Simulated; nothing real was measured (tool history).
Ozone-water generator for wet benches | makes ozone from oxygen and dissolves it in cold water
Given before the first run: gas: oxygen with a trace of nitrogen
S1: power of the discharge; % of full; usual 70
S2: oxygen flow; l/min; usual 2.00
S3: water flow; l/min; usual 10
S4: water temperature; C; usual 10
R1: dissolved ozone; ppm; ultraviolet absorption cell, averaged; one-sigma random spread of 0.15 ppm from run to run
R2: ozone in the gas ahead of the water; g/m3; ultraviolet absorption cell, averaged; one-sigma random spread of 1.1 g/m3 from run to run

Run 1, hour 0.0: usual settings. Result: R1 16.4 ppm, R2 176.6 g/m3.
Run 2, hour 108.5: usual settings. Result: R1 16.4 ppm, R2 174.4 g/m3.
Run 3, hour 155.5: usual settings. Result: R1 16.4 ppm, R2 174.5 g/m3.
Run 4, hour 257.1: usual settings. Result: R1 16.3 ppm, R2 174.5 g/m3.
Run 5, hour 311.5: usual settings but S3 13 l/min. Result: R1 12.4 ppm, R2 174.5 g/m3.
Run 6, hour 409.9: usual settings. Result: R1 16.3 ppm, R2 173.9 g/m3.
Run 7, hour 522.4: usual settings. Result: R1 15.9 ppm, R2 173.2 g/m3.
Run 8, hour 611.4: usual settings but S4 14 C. Result: R1 15.2 ppm, R2 171.6 g/m3.
Run 9, hour 689.7: usual settings but S1 77 % of full, S4 14 C. Result: R1 16.0 ppm, R2 182.9 g/m3.
Run 10, hour 738.3: usual settings but S2 2.34 l/min, S4 7 C. Result: R1 16.8 ppm, R2 160.4 g/m3.
Run 11, hour 827.7: usual settings but S2 2.23 l/min, S4 13 C. Result: R1 15.5 ppm, R2 162.2 g/m3.
Run 12, hour 935.8: usual settings but S1 97 % of full, S2 2.23 l/min, S3 15 l/min, S4 13 C. Result: R1 12.7 ppm, R2 199.9 g/m3.
Run 13, hour 1015.8: usual settings but S1 41 % of full, S2 2.23 l/min, S3 15 l/min, S4 9 C. Result: R1 7.5 ppm, R2 112.8 g/m3.
Run 14, hour 1110.5: usual settings but S1 41 % of full, S2 2.23 l/min, S3 15 l/min, S4 9 C. Result: R1 7.5 ppm, R2 113.9 g/m3.
Run 15, hour 1161.8: usual settings but S1 41 % of full, S2 2.23 l/min, S3 15 l/min, S4 9 C. Result: R1 7.3 ppm, R2 112.4 g/m3.
Run 16, hour 1248.4: usual settings but S1 41 % of full, S2 2.23 l/min, S3 15 l/min, S4 9 C. Result: R1 7.6 ppm, R2 113.6 g/m3.

Alternative continuations, all from the tool just after run 16; predict every row:
Run A, hour 1313.0: usual settings but S1 41 % of full, S2 1.41 l/min, S3 15 l/min, S4 11 C. Result: R1 ?, R2 ?.
Run B, hour 1313.0: usual settings but S2 1.16 l/min. Result: R1 ?, R2 ?.
Run C, hour 1313.0: usual settings but S4 6 C. Result: R1 ?, R2 ?.
Run D, hour 1313.0: usual settings but S1 48 % of full. Result: R1 ?, R2 ?.
Run E, hour 1313.0: usual settings but S1 41 % of full, S2 3.10 l/min, S3 15 l/min, S4 9 C. Result: R1 ?, R2 ?.

run    R1     R2
  A   6.3  139.3
  B  13.5  216.2
  C  16.2  169.2
  D  12.1  131.2
  E   8.2   97.0
Without the tool's hidden state the same runs would have given:
run    R1     R2
  A   7.2  149.4
  B  16.0  241.4
  C  19.2  189.0
  D  13.9  142.4
  E   9.4  103.9
